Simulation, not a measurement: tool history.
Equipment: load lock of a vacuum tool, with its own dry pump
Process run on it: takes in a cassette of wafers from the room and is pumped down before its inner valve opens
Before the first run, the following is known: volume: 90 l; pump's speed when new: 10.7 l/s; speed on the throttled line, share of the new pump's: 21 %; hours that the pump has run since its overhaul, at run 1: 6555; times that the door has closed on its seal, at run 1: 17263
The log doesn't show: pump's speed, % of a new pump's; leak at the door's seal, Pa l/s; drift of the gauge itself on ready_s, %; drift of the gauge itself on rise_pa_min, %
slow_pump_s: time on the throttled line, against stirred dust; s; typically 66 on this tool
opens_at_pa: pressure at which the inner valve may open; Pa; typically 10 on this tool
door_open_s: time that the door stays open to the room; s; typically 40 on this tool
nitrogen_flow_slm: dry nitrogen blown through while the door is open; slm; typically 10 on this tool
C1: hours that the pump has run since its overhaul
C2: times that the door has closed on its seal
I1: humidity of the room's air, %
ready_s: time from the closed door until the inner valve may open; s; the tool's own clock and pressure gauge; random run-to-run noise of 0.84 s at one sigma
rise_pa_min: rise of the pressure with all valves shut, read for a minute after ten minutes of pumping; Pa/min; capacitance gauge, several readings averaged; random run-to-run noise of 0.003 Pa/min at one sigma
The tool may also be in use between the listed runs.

{"run": 1, "hour": 0.0, "slow_pump_s": 66, "opens_at_pa": 10, "door_open_s": 40, "nitrogen_flow_slm": 10, "C1": 6555, "C2": 17263, "I1": 46.8, "ready_s": 139.9, "rise_pa_min": 0.069}
{"run": 2, "hour": 395.8, "slow_pump_s": 66, "opens_at_pa": 10, "door_open_s": 40, "nitrogen_flow_slm": 10, "C1": 6951, "C2": 18397, "I1": 43.5, "ready_s": 141.1, "rise_pa_min": 0.063}
{"run": 3, "hour": 601.2, "slow_pump_s": 66, "opens_at_pa": 10, "door_open_s": 40, "nitrogen_flow_slm": 10, "C1": 7156, "C2": 18986, "I1": 42.5, "ready_s": 140.3, "rise_pa_min": 0.07}
{"run": 4, "hour": 988.7, "slow_pump_s": 66, "opens_at_pa": 9, "door_open_s": 40, "nitrogen_flow_slm": 10, "C1": 7544, "C2": 20097, "I1": 42.9, "ready_s": 143.6, "rise_pa_min": 0.07}
{"run": 5, "hour": 1283.4, "slow_pump_s": 66, "opens_at_pa": 10, "door_open_s": 28, "nitrogen_flow_slm": 10, "C1": 7838, "C2": 20942, "I1": 44.1, "ready_s": 140.9, "rise_pa_min": 0.067}
{"run": 6, "hour": 1525.6, "slow_pump_s": 66, "opens_at_pa": 10, "door_open_s": 40, "nitrogen_flow_slm": 10, "C1": 8081, "C2": 21636, "I1": 42.6, "ready_s": 143.9, "rise_pa_min": 0.081}
{"run": 7, "hour": 2008.5, "slow_pump_s": 66, "opens_at_pa": 10, "door_open_s": 40, "nitrogen_flow_slm": 10, "C1": 8563, "C2": 23021, "I1": 45.7, "ready_s": 141.9, "rise_pa_min": 0.087}
{"run": 8, "hour": 2273.0, "slow_pump_s": 66, "opens_at_pa": 10, "door_open_s": 40, "nitrogen_flow_slm": 10, "C1": 8828, "C2": 23779, "I1": 45.8, "ready_s": 145.9, "rise_pa_min": 0.089}
{"run": 9, "hour": 2603.1, "slow_pump_s": 66, "opens_at_pa": 10, "door_open_s": 40, "nitrogen_flow_slm": 10, "C1": 9158, "C2": 24725, "I1": 43.7, "ready_s": 144.6, "rise_pa_min": 0.093}
{"run": 10, "hour": 2820.9, "slow_pump_s": 66, "opens_at_pa": 7, "door_open_s": 40, "nitrogen_flow_slm": 10, "C1": 9376, "C2": 25350, "I1": 43.5, "ready_s": 148.9, "rise_pa_min": 0.089}
{"run": 11, "hour": 3074.1, "slow_pump_s": 116, "opens_at_pa": 10, "door_open_s": 40, "nitrogen_flow_slm": 10, "C1": 9629, "C2": 26075, "I1": 45.1, "ready_s": 182.2, "rise_pa_min": 0.099}
{"run": 12, "hour": 3283.2, "slow_pump_s": 66, "opens_at_pa": 7, "door_open_s": 154, "nitrogen_flow_slm": 16, "C1": 9838, "C2": 26675, "I1": 43.8, "ready_s": 148.3, "rise_pa_min": 0.134}
{"run": 13, "hour": 3730.3, "slow_pump_s": 72, "opens_at_pa": 19, "door_open_s": 154, "nitrogen_flow_slm": 16, "C1": 10285, "C2": 27957, "I1": 43.4, "ready_s": 145.5, "rise_pa_min": 0.135}
{"run": 14, "hour": 4012.5, "slow_pump_s": 81, "opens_at_pa": 14, "door_open_s": 85, "nitrogen_flow_slm": 16, "C1": 10567, "C2": 28765, "I1": 40.9, "ready_s": 156.2, "rise_pa_min": 0.121}
{"run": 15, "hour": 4218.7, "slow_pump_s": 81, "opens_at_pa": 14, "door_open_s": 85, "nitrogen_flow_slm": 16, "C1": 10774, "C2": 29357, "I1": 41.8, "ready_s": 155.2, "rise_pa_min": 0.121}
{"run": 16, "hour": 4698.3, "slow_pump_s": 81, "opens_at_pa": 14, "door_open_s": 85, "nitrogen_flow_slm": 16, "C1": 11253, "C2": 30732, "I1": 44.1, "ready_s": 155.6, "rise_pa_min": 0.132}
{"hour": 4826.2, "done": "dry pump taken out, an overhauled one fitted"}
{"run": 17, "hour": 5127.3, "slow_pump_s": 81, "opens_at_pa": 14, "door_open_s": 85, "nitrogen_flow_slm": 16, "C1": 301, "C2": 31944, "I1": 42.7, "ready_s": 141.4, "rise_pa_min": 0.135}
{"run": 18, "hour": 5368.5, "slow_pump_s": 81, "opens_at_pa": 14, "door_open_s": 85, "nitrogen_flow_slm": 16, "C1": 542, "C2": 32636, "I1": 43.6, "ready_s": 139.3, "rise_pa_min": 0.131}
{"run": 19, "hour": 5609.7, "slow_pump_s": 81, "opens_at_pa": 14, "door_open_s": 85, "nitrogen_flow_slm": 16, "C1": 784, "C2": 33327, "I1": 45.1, "ready_s": 141.3, "rise_pa_min": 0.146}

Predict each of these 5 candidate next runs independently; none follows another, all start after run 19:
{"run": "A", "hour": 5865.0, "slow_pump_s": 66, "opens_at_pa": 10, "door_open_s": 30, "nitrogen_flow_slm": 9, "C1": 1039, "C2": 34059, "I1": 43.4, "ready_s": "?", "rise_pa_min": "?"}
{"run": "B", "hour": 5865.0, "slow_pump_s": 81, "opens_at_pa": 14, "door_open_s": 85, "nitrogen_flow_slm": 22, "C1": 1039, "C2": 34059, "I1": 44.8, "ready_s": "?", "rise_pa_min": "?"}
{"run": "C", "hour": 5865.0, "slow_pump_s": 66, "opens_at_pa": 10, "door_open_s": 40, "nitrogen_flow_slm": 31, "C1": 1039, "C2": 34059, "I1": 46.9, "ready_s": "?", "rise_pa_min": "?"}
{"run": "D", "hour": 5865.0, "slow_pump_s": 81, "opens_at_pa": 14, "door_open_s": 85, "nitrogen_flow_slm": 25, "C1": 1039, "C2": 34059, "I1": 45.3, "ready_s": "?", "rise_pa_min": "?"}
{"run": "E", "hour": 5865.0, "slow_pump_s": 66, "opens_at_pa": 10, "door_open_s": 40, "nitrogen_flow_slm": 15, "C1": 1039, "C2": 34059, "I1": 43.5, "ready_s": "?", "rise_pa_min": "?"}

run=A ready_s=133.6 rise_pa_min=0.129
run=B ready_s=139.4 rise_pa_min=0.135
run=C ready_s=133.2 rise_pa_min=0.127
run=D ready_s=141.2 rise_pa_min=0.141
run=E ready_s=130.8 rise_pa_min=0.134
Without the tool's unlogged condition, the same runs would have read:
run=A ready_s=131.5 rise_pa_min=0.029
run=B ready_s=137.6 rise_pa_min=0.036
run=C ready_s=131.2 rise_pa_min=0.027
run=D ready_s=139.4 rise_pa_min=0.042
run=E ready_s=128.7 rise_pa_min=0.032
